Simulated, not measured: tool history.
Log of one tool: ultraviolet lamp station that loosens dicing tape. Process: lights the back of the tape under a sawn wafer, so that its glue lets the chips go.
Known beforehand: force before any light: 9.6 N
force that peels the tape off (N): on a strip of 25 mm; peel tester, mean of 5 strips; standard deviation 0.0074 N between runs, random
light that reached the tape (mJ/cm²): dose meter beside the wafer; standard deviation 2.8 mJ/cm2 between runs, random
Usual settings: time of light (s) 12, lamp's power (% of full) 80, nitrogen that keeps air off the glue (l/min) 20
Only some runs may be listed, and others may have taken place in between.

run	hour	time of light (s)	lamp's power (% of full)	nitrogen that keeps air off the glue (l/min)	force that peels the tape off (N)	light that reached the tape (mJ/cm²)
1	0	12	80	20	0.289	384
2	75	12	80	20	0.308	380
3	115.7	12	80	20	0.298	374
4	158.2	12	80	7	0.68	374
5	209.3	12	80	7	0.728	363
6	257.9	15	80	20	0.237	460
7	321.3	12	80	20	0.342	360

Run 8 comes next. What will it give?
8	395.8	17	85	31	?	?

Run 8 yielded force that peels the tape off (N) 0.187, light that reached the tape (mJ/cm²) 532.
Were there no unlogged condition in the tool, this run, its random variation unchanged, would have produced force that peels the tape off (N) 0.182, light that reached the tape (mJ/cm²) 601.
